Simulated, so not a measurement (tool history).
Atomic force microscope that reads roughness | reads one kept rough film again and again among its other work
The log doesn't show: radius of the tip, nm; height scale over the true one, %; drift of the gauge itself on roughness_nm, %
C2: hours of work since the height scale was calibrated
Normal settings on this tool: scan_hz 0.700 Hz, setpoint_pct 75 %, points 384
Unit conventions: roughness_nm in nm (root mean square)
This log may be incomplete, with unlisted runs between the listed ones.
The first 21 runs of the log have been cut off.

Run 22, hour 244.8: usual settings but scan_hz 0.777 Hz; pictures with this tip 119; C2 284. Result: roughness_nm 3.886 nm (root mean square).
Run 23, hour 257.4: usual settings but scan_hz 0.777 Hz; pictures with this tip 134; C2 290. Result: roughness_nm 3.883 nm (root mean square).
Run 24, hour 268.0: usual settings but scan_hz 0.777 Hz; pictures with this tip 147; C2 295. Result: roughness_nm 3.855 nm (root mean square).
Run 25, hour 281.6: usual settings but scan_hz 0.920 Hz, setpoint_pct 70 %, points 508; pictures with this tip 163; C2 301. Result: roughness_nm 3.844 nm (root mean square).
Run 26, hour 298.1: usual settings but scan_hz 0.920 Hz, setpoint_pct 70 %, points 508; pictures with this tip 183; C2 309. Result: roughness_nm 3.807 nm (root mean square).
Run 27, hour 305.8: usual settings but scan_hz 0.920 Hz, setpoint_pct 70 %, points 508; pictures with this tip 192; C2 313. Result: roughness_nm 3.804 nm (root mean square).
Run 28, hour 323.1: usual settings but scan_hz 0.788 Hz; pictures with this tip 213; C2 321. Result: roughness_nm 3.749 nm (root mean square).
At hour 328.6: new tip fitted.
Run 29, hour 331.9: usual settings but scan_hz 2.711 Hz, setpoint_pct 88 %, points 926; pictures with this tip 4; C2 325. Result: roughness_nm 3.772 nm (root mean square).
Run 30, hour 345.6: usual settings but setpoint_pct 70 %, points 885; pictures with this tip 20; C2 332. Result: roughness_nm 4.114 nm (root mean square).

For run 31, what comes out?
Run 31, hour 362.3: usual settings but scan_hz 1.288 Hz, setpoint_pct 56 %, points 499; pictures with this tip 40; C2 339. Result: roughness_nm ?.

roughness_nm: 4.087 nm (root mean square)
If the tool had no hidden condition, the same run with the same run-to-run variation would have returned roughness_nm 4.205 nm (root mean square).
